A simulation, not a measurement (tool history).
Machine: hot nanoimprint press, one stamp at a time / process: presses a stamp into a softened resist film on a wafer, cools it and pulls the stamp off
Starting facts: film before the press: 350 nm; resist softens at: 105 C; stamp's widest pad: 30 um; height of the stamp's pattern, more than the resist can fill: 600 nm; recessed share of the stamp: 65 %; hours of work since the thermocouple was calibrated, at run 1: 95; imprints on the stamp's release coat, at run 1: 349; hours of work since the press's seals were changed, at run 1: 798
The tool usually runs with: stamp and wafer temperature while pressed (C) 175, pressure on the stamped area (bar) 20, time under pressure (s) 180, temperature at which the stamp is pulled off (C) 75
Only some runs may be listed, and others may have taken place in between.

| run | hour | stamp and wafer temperature while pressed (C) | pressure on the stamped area (bar) | time under pressure (s) | temperature at which the stamp is pulled off (C) | hours of work since the thermocouple was calibrated | imprints on the stamp's release coat | hours of work since the press's seals were changed | resist left under the stamp's widest pad (Å) | greatest force while the stamp is pulled off (N) |
|---|---|---|---|---|---|---|---|---|---|---|
| 1 | 0 | 175 | 20 | 180 | 75 | 95 | 349 | 798 | 1785 | 109 |
| 2 | 25.7 | 166 | 20 | 180 | 75 | 109 | 433 | 812 | 2551 | 112 |
| 3 | 54 | 166 | 20 | 180 | 75 | 124 | 527 | 827 | 2545 | 112 |
| 4 | 114.9 | 166 | 20 | 180 | 75 | 157 | 727 | 861 | 2551 | 120 |
|  | 170.3 | stamp cleaned and given a new release coat |
| 5 | 175.2 | 166 | 20 | 180 | 75 | 187 | 16 | 890 | 2568 | 102 |
| 6 | 211.6 | 166 | 20 | 180 | 75 | 207 | 136 | 910 | 2565 | 108 |
| 7 | 244.7 | 166 | 20 | 180 | 75 | 225 | 245 | 928 | 2584 | 110 |
| 8 | 285.9 | 166 | 20 | 180 | 75 | 248 | 381 | 951 | 2601 | 114 |
| 9 | 323.4 | 166 | 20 | 180 | 75 | 268 | 504 | 971 | 2588 | 114 |
| 10 | 364.4 | 166 | 20 | 180 | 75 | 290 | 639 | 994 | 2578 | 119 |
|  | 390.4 | plate thermocouple calibrated |
| 11 | 425.6 | 166 | 20 | 180 | 75 | 19 | 831 | 1026 | 2653 | 121 |
|  | 448.9 | stamp cleaned and given a new release coat |
| 12 | 458.2 | 166 | 20 | 180 | 75 | 34 | 30 | 1040 | 2641 | 109 |
| 13 | 504.4 | 175 | 20 | 180 | 75 | 59 | 183 | 1065 | 1940 | 109 |
| 14 | 542 | 175 | 20 | 180 | 73 | 80 | 307 | 1086 | 1949 | 117 |
| 15 | 592.8 | 175 | 20 | 180 | 73 | 107 | 474 | 1114 | 1957 | 119 |
| 16 | 649.7 | 175 | 20 | 180 | 73 | 138 | 661 | 1145 | 1943 | 125 |
|  | 675.7 | press's hydraulic seals changed and the load cell set to zero |
| 17 | 688.8 | 175 | 16.3 | 180 | 75 | 155 | 764 | 7 | 2067 | 123 |
|  | 701.5 | plate thermocouple calibrated, once more |
| 18 | 723.7 | 175 | 16.3 | 180 | 75 | 12 | 869 | 25 | 1857 | 120 |
|  | 737.8 | stamp cleaned and given a new release coat |
| 19 | 755 | 175 | 16.3 | 180 | 75 | 26 | 56 | 38 | 1847 | 103 |
| 20 | 799.3 | 183 | 17.4 | 102 | 78 | 50 | 202 | 63 | 1570 | 101 |
| 21 | 849.3 | 183 | 25.9 | 141 | 70 | 78 | 367 | 90 | 1158 | 124 |
| 22 | 901.8 | 171 | 12.7 | 180 | 75 | 106 | 540 | 119 | 2421 | 109 |
| 23 | 941.2 | 175 | 20 | 356 | 80 | 128 | 670 | 140 | 1348 | 104 |
| 24 | 972.4 | 175 | 20 | 356 | 80 | 145 | 772 | 157 | 1365 | 100 |
|  | 1012.9 | stamp cleaned and given a new release coat |
| 25 | 1012.9 | 175 | 20 | 179 | 74 | 164 | 0 | 176 | 1748 | 108 |
| 26 | 1039.1 | 175 | 20 | 169 | 74 | 178 | 86 | 190 | 1795 | 111 |
| 27 | 1064 | 175 | 20 | 169 | 74 | 192 | 169 | 204 | 1806 | 107 |
| 28 | 1095.2 | 175 | 13 | 180 | 75 | 209 | 271 | 221 | 2112 | 111 |
| 29 | 1140.8 | 175 | 13.1 | 221 | 78 | 234 | 421 | 246 | 1986 | 103 |
| 30 | 1180.7 | 175 | 13.1 | 221 | 78 | 255 | 553 | 268 | 1987 | 107 |

Each row is a separate what-if for the run after 30, all from the same tool condition, not one after another. Results?
| A | 1206.4 | 175 | 20.8 | 164 | 78 | 269 | 638 | 282 | ? | ? |
| B | 1206.4 | 182 | 15.4 | 221 | 60 | 269 | 638 | 282 | ? | ? |
| C | 1206.4 | 178 | 13.1 | 221 | 78 | 269 | 638 | 282 | ? | ? |

| run | resist left under the stamp's widest pad (Å) | greatest force while the stamp is pulled off (N) |
|---|---|---|
| A | 1803 | 108 |
| B | 1373 | 154 |
| C | 1788 | 107 |
Without the tool's hidden state the same runs would have given:
| run | resist left under the stamp's widest pad (Å) | greatest force while the stamp is pulled off (N) |
|---|---|---|
| A | 1740 | 97 |
| B | 1326 | 139 |
| C | 1733 | 97 |

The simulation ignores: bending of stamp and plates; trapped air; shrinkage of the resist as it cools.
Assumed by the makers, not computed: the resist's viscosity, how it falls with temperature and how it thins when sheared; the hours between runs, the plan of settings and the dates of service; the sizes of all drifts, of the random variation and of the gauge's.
